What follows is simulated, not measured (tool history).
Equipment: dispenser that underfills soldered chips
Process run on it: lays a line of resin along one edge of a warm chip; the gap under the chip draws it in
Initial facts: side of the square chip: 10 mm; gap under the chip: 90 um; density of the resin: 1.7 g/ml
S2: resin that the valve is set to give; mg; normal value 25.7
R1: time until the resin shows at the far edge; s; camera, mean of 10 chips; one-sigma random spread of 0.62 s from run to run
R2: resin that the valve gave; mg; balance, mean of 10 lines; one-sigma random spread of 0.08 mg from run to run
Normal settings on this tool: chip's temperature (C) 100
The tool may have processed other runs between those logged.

Run 1, hour 0: usual settings. Result: R1 85.7 s, R2 25.66 mg.
At hour 1: new syringe of resin.
Run 2, hour 4.3: usual settings but chip's temperature (C) 110. Result: R1 43.5 s, R2 25.7 mg.
Run 3, hour 9.5: usual settings but S2 26.1 mg. Result: R1 81.5 s, R2 25.86 mg.
At hour 11.9: new syringe of resin.
Run 4, hour 16.8: usual settings but S2 26.1 mg. Result: R1 66.7 s, R2 25.83 mg.
Run 5, hour 22.3: usual settings but S2 26.1 mg. Result: R1 87.1 s, R2 25.87 mg.
At hour 23.2: new syringe of resin.
Run 6, hour 29.4: usual settings but S2 26.1 mg. Result: R1 73.4 s, R2 25.97 mg.
At hour 34.4: new syringe of resin.
Run 7, hour 37.7: usual settings but S2 23.9 mg. Result: R1 65 s, R2 23.66 mg.
At hour 45.5: new syringe of resin.
Run 8, hour 45.5: usual settings but S2 23.9 mg. Result: R1 55.6 s, R2 23.58 mg.
Run 9, hour 51: usual settings but S2 28.5 mg. Result: R1 69.4 s, R2 28.26 mg.
At hour 56.8: new syringe of resin.
Run 10, hour 57.7: usual settings but S2 24.4 mg. Result: R1 59.2 s, R2 23.96 mg.
Run 11, hour 65.7: usual settings but S2 24.4 mg. Result: R1 82.8 s, R2 24.11 mg.
At hour 68.1: new syringe of resin.
Run 12, hour 73.9: usual settings but S2 24.4 mg. Result: R1 72.6 s, R2 24.11 mg.
At hour 75.4: dispensing valve cleaned and set on the balance.
At hour 79.9: new syringe of resin.
Run 13, hour 80.8: usual settings but chip's temperature (C) 87. Result: R1 103.3 s, R2 25.71 mg.
Run 14, hour 86: usual settings but chip's temperature (C) 87. Result: R1 127.3 s, R2 25.6 mg.
Run 15, hour 90.1: usual settings but chip's temperature (C) 87, S2 27.1 mg. Result: R1 147.7 s, R2 26.89 mg.
At hour 91.1: new syringe of resin.
Run 16, hour 97.3: usual settings but chip's temperature (C) 87, S2 27.1 mg. Result: R1 127.3 s, R2 27.09 mg.
At hour 102: new syringe of resin.
Run 17, hour 102.7: usual settings but chip's temperature (C) 87, S2 27.1 mg. Result: R1 101.4 s, R2 26.75 mg.
Run 18, hour 106.7: usual settings but S2 26.2 mg. Result: R1 68.9 s, R2 25.96 mg.
Run 19, hour 111.5: usual settings but chip's temperature (C) 85. Result: R1 157.7 s, R2 25.41 mg.
At hour 112.9: new syringe of resin.
Run 20, hour 117.4: usual settings but chip's temperature (C) 114, S2 25.9 mg. Result: R1 39.8 s, R2 25.66 mg.
At hour 124: new syringe of resin.
Run 21, hour 126.2: usual settings but chip's temperature (C) 86, S2 29.6 mg. Result: R1 114.7 s, R2 29.18 mg.
Run 22, hour 131.9: usual settings but chip's temperature (C) 86, S2 29.6 mg. Result: R1 142 s, R2 29.18 mg.
At hour 135.1: new syringe of resin.
Run 23, hour 140.6: usual settings but S2 30.4 mg. Result: R1 72.5 s, R2 29.95 mg.
At hour 146.1: new syringe of resin.
Run 24, hour 149.4: usual settings but chip's temperature (C) 111, S2 30.4 mg. Result: R1 42.8 s, R2 29.87 mg.
Run 25, hour 154.8: usual settings but chip's temperature (C) 93, S2 23.6 mg. Result: R1 113.9 s, R2 23.24 mg.
At hour 157.6: new syringe of resin.
At hour 164: dispensing valve cleaned and set on the balance.
Run 26, hour 164: usual settings but chip's temperature (C) 90, S2 31.3 mg. Result: R1 108.7 s, R2 31.22 mg.
At hour 169.5: new syringe of resin.
Run 27, hour 169.8: usual settings but chip's temperature (C) 96, S2 22.7 mg. Result: R1 69.8 s, R2 22.65 mg.
Run 28, hour 174.7: usual settings but chip's temperature (C) 99, S2 24.3 mg. Result: R1 73.9 s, R2 24.24 mg.
At hour 180.7: new syringe of resin.
Run 29, hour 182.2: usual settings but chip's temperature (C) 103, S2 25.6 mg. Result: R1 55.4 s, R2 25.43 mg.
Run 30, hour 187.4: usual settings but chip's temperature (C) 103, S2 25.6 mg. Result: R1 69.1 s, R2 25.45 mg.
At hour 192: new syringe of resin.
Run 31, hour 196.5: usual settings but chip's temperature (C) 103, S2 25.6 mg. Result: R1 60.6 s, R2 25.44 mg.
At hour 202.8: new syringe of resin.
Run 32, hour 205.7: usual settings but chip's temperature (C) 103, S2 25.6 mg. Result: R1 58.1 s, R2 25.24 mg.
Run 33, hour 211.1: usual settings but chip's temperature (C) 103, S2 25.6 mg. Result: R1 73.1 s, R2 25.31 mg.
At hour 213.9: new syringe of resin.
Run 34, hour 217.3: usual settings but chip's temperature (C) 94. Result: R1 87.1 s, R2 25.41 mg.
At hour 224.9: new syringe of resin.
Run 35, hour 227.1: usual settings but chip's temperature (C) 92, S2 27.5 mg. Result: R1 90 s, R2 26.93 mg.
At hour 236: new syringe of resin.
Run 36, hour 236: usual settings but chip's temperature (C) 104, S2 22.1 mg. Result: R1 52.3 s, R2 21.6 mg.

Predict each of these 3 candidate next runs independently; none follows another, all start after run 36:
Run A, hour 245.6: usual settings but chip's temperature (C) 89, S2 24 mg. Result: R1 ?, R2 ?.
Run B, hour 245.6: usual settings but chip's temperature (C) 114, S2 25.9 mg. Result: R1 ?, R2 ?.
Run C, hour 245.6: usual settings but chip's temperature (C) 86, S2 22 mg. Result: R1 ?, R2 ?.

run     R1     R2
  A  138.4  23.51
  B   49.2  25.38
  C    162  21.74
Without the tool's hidden state the same runs would have given:
run     R1     R2
  A   86.9  23.97
  B   31.3  25.88
  C  101.6  22.17

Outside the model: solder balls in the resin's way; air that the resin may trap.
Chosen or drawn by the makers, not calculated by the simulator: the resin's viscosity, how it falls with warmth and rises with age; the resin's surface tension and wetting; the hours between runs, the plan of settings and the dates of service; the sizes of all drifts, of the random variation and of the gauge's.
